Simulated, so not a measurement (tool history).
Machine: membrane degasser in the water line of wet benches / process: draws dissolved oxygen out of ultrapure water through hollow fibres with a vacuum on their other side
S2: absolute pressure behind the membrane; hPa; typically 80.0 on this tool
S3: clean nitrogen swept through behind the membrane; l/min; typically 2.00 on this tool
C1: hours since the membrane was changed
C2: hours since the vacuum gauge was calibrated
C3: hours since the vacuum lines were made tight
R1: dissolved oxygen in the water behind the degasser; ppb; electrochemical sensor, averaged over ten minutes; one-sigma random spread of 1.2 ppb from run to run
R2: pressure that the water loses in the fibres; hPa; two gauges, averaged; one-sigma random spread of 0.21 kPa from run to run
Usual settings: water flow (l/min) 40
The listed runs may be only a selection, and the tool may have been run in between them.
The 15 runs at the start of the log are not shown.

run 16 hour=873.2 | water_flow_(l/min)=40 S2=80.0 S3=2.00 | C1=1756 C2=333 C3=2580 | R1=209.0 R2=483.3
run 17 hour=929.2 | water_flow_(l/min)=40 S2=109.0 S3=2.00 | C1=1812 C2=389 C3=2636 | R1=334.4 R2=481.4
run 18 hour=1011.1 | water_flow_(l/min)=57 S2=80.0 S3=2.00 | C1=1894 C2=471 C3=2718 | R1=293.7 R2=687.3
run 19 hour=1084.2 | water_flow_(l/min)=57 S2=80.0 S3=2.00 | C1=1967 C2=544 C3=2791 | R1=293.7 R2=686.8
run 20 hour=1131.1 | water_flow_(l/min)=24 S2=100.3 S3=2.35 | C1=2014 C2=591 C3=2838 | R1=161.0 R2=291.9
run 21 hour=1207.1 | water_flow_(l/min)=24 S2=100.3 S3=2.35 | C1=2090 C2=667 C3=2914 | R1=163.4 R2=288.9
run 22 hour=1242.5 | water_flow_(l/min)=31 S2=72.5 S3=4.07 | C1=2125 C2=703 C3=2950 | R1=73.5 R2=373.7
run 23 hour=1327.4 | water_flow_(l/min)=26 S2=80.0 S3=2.00 | C1=2210 C2=788 C3=3034 | R1=142.6 R2=313.9
run 24 hour=1380.6 | water_flow_(l/min)=26 S2=80.0 S3=2.00 | C1=2263 C2=841 C3=3088 | R1=142.6 R2=309.7
run 25 hour=1418.7 | water_flow_(l/min)=62 S2=80.0 S3=2.00 | C1=2301 C2=879 C3=3126 | R1=314.4 R2=750.4
run 26 hour=1486.1 | water_flow_(l/min)=30 S2=115.8 S3=4.39 | C1=2369 C2=946 C3=3193 | R1=136.6 R2=364.8
run 27 hour=1567.9 | water_flow_(l/min)=30 S2=115.8 S3=4.39 | C1=2450 C2=1028 C3=3275 | R1=137.3 R2=362.5
run 28 hour=1622.9 | water_flow_(l/min)=44 S2=89.7 S3=2.00 | C1=2505 C2=1083 C3=3330 | R1=274.2 R2=529.4
run 29 hour=1676.7 | water_flow_(l/min)=30 S2=89.7 S3=2.00 | C1=2559 C2=1137 C3=3384 | R1=194.3 R2=363.4
run 30 hour=1761.2 | water_flow_(l/min)=54 S2=89.7 S3=4.92 | C1=2644 C2=1221 C3=3468 | R1=154.2 R2=653.2
run 31 hour=1847.0 | water_flow_(l/min)=59 S2=135.3 S3=5.51 | C1=2729 C2=1307 C3=3554 | R1=265.5 R2=711.0

Predict each of these 4 candidate next runs independently; none follows another, all start after run 31:
run A hour=1918.1 | water_flow_(l/min)=59 S2=94.1 S3=1.07 | C1=2801 C2=1378 C3=3625 | R1=? R2=?
run B hour=1918.1 | water_flow_(l/min)=40 S2=80.0 S3=2.70 | C1=2801 C2=1378 C3=3625 | R1=? R2=?
run C hour=1918.1 | water_flow_(l/min)=26 S2=78.0 S3=4.05 | C1=2801 C2=1378 C3=3625 | R1=? R2=?
run D hour=1918.1 | water_flow_(l/min)=41 S2=135.3 S3=5.51 | C1=2801 C2=1378 C3=3625 | R1=? R2=?

run=A R1=609.6 R2=708.4
run=B R1=161.7 R2=481.3
run=C R1=71.0 R2=315.0
run=D R1=183.5 R2=495.3
The same runs, with their run-to-run variation unchanged, on a tool lacking any hidden condition would have given:
run=A R1=609.5 R2=708.3
run=B R1=161.7 R2=481.3
run=C R1=71.0 R2=315.0
run=D R1=183.5 R2=495.2
